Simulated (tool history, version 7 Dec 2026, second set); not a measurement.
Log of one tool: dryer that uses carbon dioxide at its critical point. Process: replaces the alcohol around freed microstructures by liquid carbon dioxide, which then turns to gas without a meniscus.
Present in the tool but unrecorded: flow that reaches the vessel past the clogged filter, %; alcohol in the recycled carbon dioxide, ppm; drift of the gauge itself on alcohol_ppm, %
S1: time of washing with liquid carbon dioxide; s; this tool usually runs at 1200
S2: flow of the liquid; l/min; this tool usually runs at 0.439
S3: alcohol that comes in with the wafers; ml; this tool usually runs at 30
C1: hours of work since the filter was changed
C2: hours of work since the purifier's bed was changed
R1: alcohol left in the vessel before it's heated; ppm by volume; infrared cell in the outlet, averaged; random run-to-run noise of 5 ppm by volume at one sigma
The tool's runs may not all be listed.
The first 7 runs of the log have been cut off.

run   hour    S1     S2   S3   C1   C2    R1
  8  130.9  1200  0.439   30  236  377   100
  9  145.5  1200  0.439   58  245  386   138
 10  169.4  1200  0.432   58  259  400   150
 11  185.8  1200  0.432   58  268  409   145
 12    201  1860  0.432   58  277  418    74
 13  211.4  1740  0.432   58  283  424    61
 14  225.2  1740  0.432   58  291  432    63
 15  242.9  1200  0.439   30  302  442   114
 16  258.3  1200  0.439   30  311  451   110
 17  269.2  1200  0.439   30  317  458   127
 18  280.3  1200  0.439   30  324  464   123
 19  300.4  1200  0.439   30  335  476   121
 20  323.1  1200  0.439   30  348  489   116
     334.7  -- inlet filter changed
 21  342.9  1200  0.439   36    5  500   108
 22    362  1500  0.626   63   16  511    86
 23  377.9  1500  0.626   63   25  520    84
 24  400.1   900  0.291  114   38  533  3868
 25    413  1740  0.276   65   46  541   235
 26  428.4  1740  0.276   65   55  550   213
 27    449  1380  0.304   23   67  562   199
 28  467.7   720  0.547  105   77  573   606

Forecast run 29:
 29  482.1  1200  0.547  72  86  581   ?

R1: 103 ppm by volume
The same run, on a tool lacking any hidden state, would have yielded R1 14 ppm by volume.
